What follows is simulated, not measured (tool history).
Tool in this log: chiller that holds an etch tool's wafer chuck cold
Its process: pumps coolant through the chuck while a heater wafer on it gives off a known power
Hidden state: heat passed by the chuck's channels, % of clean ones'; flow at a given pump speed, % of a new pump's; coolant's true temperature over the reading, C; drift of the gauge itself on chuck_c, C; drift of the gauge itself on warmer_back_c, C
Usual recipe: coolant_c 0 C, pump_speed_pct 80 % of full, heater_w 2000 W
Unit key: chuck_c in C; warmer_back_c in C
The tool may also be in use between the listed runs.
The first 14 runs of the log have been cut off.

run	day	coolant_c	pump_speed_pct	heater_w	hours since the coolant was changed and the channels were flushed	hours since the pump was overhauled	hours since the chiller's thermometer was calibrated	chuck_c	warmer_back_c
15	29.138	0	80	2000	3421	2478	1583	16.5	4.71
16	30.662	0	80	1020	3458	2514	1619	8.4	2.44
17	33.412	0	80	1020	3524	2580	1685	8.6	2.47
18	35.721	0	80	1020	3579	2636	1741	8.5	2.44
19	38.512	0	80	1020	3646	2703	1808	8.6	2.42
20	40.45	-5	89	2000	3693	2749	1854	10.3	4.2
21	41.667	6	80	2000	3722	2779	1883	22.5	4.68
22	44.171	7	61	1221	3782	2839	1943	19.6	3.87
23	46.175	-8	63	2000	3830	2887	1992	12	6.13
24	48.883	-8	63	2000	3895	2952	2057	11.9	6.16
25	50.558	8	76	1113	3935	2992	2097	17.6	2.8
26	52.296	4	68	2373	3977	3034	2138	26.2	6.68
27	54.938	0	80	2125	4040	3097	2202	17.7	5.04
28	56.158	-8	83	1090	4070	3126	2231	0.9	2.55
29	57.446	5	80	2621	4100	3157	2262	26.8	6.27
30	59.512	9	89	1211	4150	3207	2312	18.3	2.54
31	61.888	9	91	1053	4207	3264	2369	16.9	2.18

Each row is a separate what-if for the run after 31, all from the same tool condition, not one after another. Results?
A	64.438	-3	71	2000	4268	3325	2430	?	?
B	64.438	-5	82	1963	4268	3325	2430	?	?
C	64.438	4	80	2000	4268	3325	2430	?	?
D	64.438	-9	91	2824	4268	3325	2430	?	?

run	chuck_c	warmer_back_c
A	15.5	5.46
B	11.1	4.52
C	20.8	4.76
D	12.3	5.89
Without the tool's unlogged condition, the same runs would have read:
run	chuck_c	warmer_back_c
A	14.4	5.31
B	10	4.4
C	19.8	4.63
D	11	5.73
